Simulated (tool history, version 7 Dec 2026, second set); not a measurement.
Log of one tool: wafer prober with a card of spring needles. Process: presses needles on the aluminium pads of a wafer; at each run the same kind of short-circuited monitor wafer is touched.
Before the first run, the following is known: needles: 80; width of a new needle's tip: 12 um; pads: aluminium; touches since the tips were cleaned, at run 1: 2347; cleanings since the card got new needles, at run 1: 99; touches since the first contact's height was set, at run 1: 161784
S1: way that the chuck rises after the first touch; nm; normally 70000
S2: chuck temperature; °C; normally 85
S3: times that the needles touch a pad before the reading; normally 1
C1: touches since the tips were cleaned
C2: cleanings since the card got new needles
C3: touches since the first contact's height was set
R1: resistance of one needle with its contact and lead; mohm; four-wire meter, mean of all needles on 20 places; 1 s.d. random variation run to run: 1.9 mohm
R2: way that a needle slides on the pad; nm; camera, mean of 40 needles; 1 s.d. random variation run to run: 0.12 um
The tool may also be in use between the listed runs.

{"run": 1, "hour": 0.0, "S1": 70000, "S2": 85, "S3": 1, "C1": 2347, "C2": 99, "C3": 161784, "R1": 213, "R2": 13740}
{"hour": 1.7, "done": "tips cleaned on abrasive film"}
{"hour": 8.2, "done": "tips cleaned on abrasive film"}
{"run": 2, "hour": 11.0, "S1": 70000, "S2": 85, "S3": 1, "C1": 1223, "C2": 101, "C3": 166605, "R1": 212, "R2": 13540}
{"hour": 15.8, "done": "tips cleaned on abrasive film"}
{"run": 3, "hour": 21.3, "S1": 70000, "S2": 85, "S3": 1, "C1": 2490, "C2": 102, "C3": 171212, "R1": 212, "R2": 13700}
{"hour": 23.0, "done": "tips cleaned on abrasive film"}
{"hour": 30.9, "done": "tips cleaned on abrasive film"}
{"run": 4, "hour": 36.3, "S1": 66000, "S2": 85, "S3": 1, "C1": 2417, "C2": 104, "C3": 177849, "R1": 215, "R2": 12810}
{"hour": 38.0, "done": "tips cleaned on abrasive film"}
{"hour": 42.9, "done": "height of the first contact set anew"}
{"hour": 45.5, "done": "tips cleaned on abrasive film"}
{"hour": 52.9, "done": "tips cleaned on abrasive film"}
{"run": 5, "hour": 54.7, "S1": 66000, "S2": 85, "S3": 1, "C1": 794, "C2": 107, "C3": 5197, "R1": 210, "R2": 13850}
{"hour": 59.7, "done": "tips cleaned on abrasive film"}
{"hour": 66.5, "done": "tips cleaned on abrasive film"}
{"run": 6, "hour": 66.7, "S1": 66000, "S2": 85, "S3": 1, "C1": 83, "C2": 109, "C3": 10488, "R1": 208, "R2": 14060}
{"hour": 73.1, "done": "tips cleaned on abrasive film"}
{"hour": 80.3, "done": "tips cleaned on abrasive film"}
{"run": 7, "hour": 85.1, "S1": 66000, "S2": 85, "S3": 1, "C1": 2161, "C2": 111, "C3": 18665, "R1": 210, "R2": 13800}
{"hour": 87.7, "done": "tips cleaned on abrasive film"}
{"hour": 95.6, "done": "tips cleaned on abrasive film"}
{"hour": 102.7, "done": "tips cleaned on abrasive film"}
{"run": 8, "hour": 107.4, "S1": 66000, "S2": 85, "S3": 1, "C1": 2076, "C2": 114, "C3": 28504, "R1": 212, "R2": 14160}
{"hour": 109.8, "done": "tips cleaned on abrasive film"}
{"hour": 117.3, "done": "tips cleaned on abrasive film"}
{"run": 9, "hour": 118.2, "S1": 70000, "S2": 85, "S3": 1, "C1": 392, "C2": 116, "C3": 33281, "R1": 208, "R2": 14730}
{"hour": 124.1, "done": "tips cleaned on abrasive film"}
{"hour": 131.2, "done": "tips cleaned on abrasive film"}
{"run": 10, "hour": 134.4, "S1": 70000, "S2": 85, "S3": 1, "C1": 1434, "C2": 118, "C3": 40436, "R1": 211, "R2": 14650}
{"hour": 138.8, "done": "tips cleaned on abrasive film"}
{"hour": 146.4, "done": "tips cleaned on abrasive film"}
{"hour": 153.3, "done": "tips cleaned on abrasive film"}
{"run": 11, "hour": 153.3, "S1": 70000, "S2": 85, "S3": 1, "C1": 0, "C2": 121, "C3": 48767, "R1": 206, "R2": 14350}
{"hour": 160.9, "done": "tips cleaned on abrasive film"}
{"hour": 167.4, "done": "tips cleaned on abrasive film"}
{"run": 12, "hour": 173.3, "S1": 70000, "S2": 85, "S3": 1, "C1": 2642, "C2": 123, "C3": 57648, "R1": 215, "R2": 14590}
{"hour": 174.6, "done": "tips cleaned on abrasive film"}
{"hour": 182.5, "done": "tips cleaned on abrasive film"}
{"run": 13, "hour": 186.4, "S1": 70000, "S2": 85, "S3": 1, "C1": 1712, "C2": 125, "C3": 63431, "R1": 213, "R2": 14550}
{"hour": 189.0, "done": "tips cleaned on abrasive film"}
{"hour": 196.2, "done": "tips cleaned on abrasive film"}
{"run": 14, "hour": 198.7, "S1": 70000, "S2": 85, "S3": 1, "C1": 1092, "C2": 127, "C3": 68849, "R1": 209, "R2": 14300}

Estimate the outcome of run 15 from the log above:
{"hour": 203.1, "done": "tips cleaned on abrasive film"}
{"hour": 210.5, "done": "tips cleaned on abrasive film"}
{"hour": 217.3, "done": "tips cleaned on abrasive film"}
{"run": 15, "hour": 217.3, "S1": 70000, "S2": 41, "S3": 1, "C1": 2, "C2": 130, "C3": 77061, "R1": "?", "R2": "?"}

R1: 201 mohm
R2: 14300 nm
Take away the tool's hidden state, keep the run-to-run variation as it was, and the same run would have given R1 199 mohm, R2 14910 nm.

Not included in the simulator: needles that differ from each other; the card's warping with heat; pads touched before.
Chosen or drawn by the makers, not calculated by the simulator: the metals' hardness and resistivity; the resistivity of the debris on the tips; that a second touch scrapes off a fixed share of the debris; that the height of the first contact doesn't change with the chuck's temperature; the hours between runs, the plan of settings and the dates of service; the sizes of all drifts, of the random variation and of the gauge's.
